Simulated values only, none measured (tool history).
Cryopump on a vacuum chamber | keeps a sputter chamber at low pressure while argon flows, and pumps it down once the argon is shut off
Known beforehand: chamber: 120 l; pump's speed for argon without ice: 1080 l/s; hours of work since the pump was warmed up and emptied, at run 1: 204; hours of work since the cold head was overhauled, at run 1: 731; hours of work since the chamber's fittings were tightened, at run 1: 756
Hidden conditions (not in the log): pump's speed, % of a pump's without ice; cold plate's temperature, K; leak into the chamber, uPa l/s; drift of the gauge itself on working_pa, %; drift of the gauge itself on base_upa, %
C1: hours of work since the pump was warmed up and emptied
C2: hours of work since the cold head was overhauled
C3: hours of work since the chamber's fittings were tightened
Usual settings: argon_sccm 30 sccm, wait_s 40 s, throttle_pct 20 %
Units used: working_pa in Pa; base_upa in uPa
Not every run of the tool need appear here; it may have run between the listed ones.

{"run": 1, "day": 0.0, "argon_sccm": 30, "wait_s": 40, "throttle_pct": 20, "C1": 204, "C2": 731, "C3": 756, "working_pa": 0.2389, "base_upa": 2.19}
{"run": 2, "day": 1.646, "argon_sccm": 30, "wait_s": 40, "throttle_pct": 20, "C1": 225, "C2": 753, "C3": 778, "working_pa": 0.2377, "base_upa": 2.26}
{"run": 3, "day": 2.821, "argon_sccm": 30, "wait_s": 40, "throttle_pct": 20, "C1": 240, "C2": 768, "C3": 793, "working_pa": 0.2389, "base_upa": 2.24}
{"run": 4, "day": 3.942, "argon_sccm": 30, "wait_s": 40, "throttle_pct": 20, "C1": 254, "C2": 782, "C3": 807, "working_pa": 0.2408, "base_upa": 2.28}
{"run": 5, "day": 5.217, "argon_sccm": 30, "wait_s": 247, "throttle_pct": 20, "C1": 271, "C2": 799, "C3": 824, "working_pa": 0.2424, "base_upa": 1.35}
{"run": 6, "day": 6.992, "argon_sccm": 30, "wait_s": 247, "throttle_pct": 20, "C1": 293, "C2": 821, "C3": 846, "working_pa": 0.24, "base_upa": 1.32}
{"run": 7, "day": 8.225, "argon_sccm": 12, "wait_s": 94, "throttle_pct": 56, "C1": 309, "C2": 837, "C3": 862, "working_pa": 0.0353, "base_upa": 1.68}
{"run": 8, "day": 9.183, "argon_sccm": 49, "wait_s": 94, "throttle_pct": 56, "C1": 322, "C2": 849, "C3": 875, "working_pa": 0.1455, "base_upa": 1.75}
{"run": 9, "day": 10.104, "argon_sccm": 22, "wait_s": 40, "throttle_pct": 20, "C1": 333, "C2": 861, "C3": 886, "working_pa": 0.1757, "base_upa": 2.44}
{"run": 10, "day": 11.279, "argon_sccm": 44, "wait_s": 228, "throttle_pct": 20, "C1": 348, "C2": 876, "C3": 901, "working_pa": 0.3499, "base_upa": 1.42}
{"run": 11, "day": 13.133, "argon_sccm": 30, "wait_s": 40, "throttle_pct": 55, "C1": 372, "C2": 900, "C3": 925, "working_pa": 0.0918, "base_upa": 2.4}
{"run": 12, "day": 14.642, "argon_sccm": 21, "wait_s": 33, "throttle_pct": 16, "C1": 392, "C2": 920, "C3": 945, "working_pa": 0.2108, "base_upa": 2.67}

The same runs without the tool's hidden state, with the same run-to-run variation:
run=1 working_pa=0.2354 base_upa=1.45
run=2 working_pa=0.2338 base_upa=1.48
run=3 working_pa=0.2348 base_upa=1.46
run=4 working_pa=0.2364 base_upa=1.46
run=5 working_pa=0.2377 base_upa=0.49
run=6 working_pa=0.235 base_upa=0.47
run=7 working_pa=0.0332 base_upa=0.79
run=8 working_pa=0.1366 base_upa=0.83
run=9 working_pa=0.1716 base_upa=1.51
run=10 working_pa=0.3414 base_upa=0.48
run=11 working_pa=0.0855 base_upa=1.44
run=12 working_pa=0.2062 base_upa=1.69
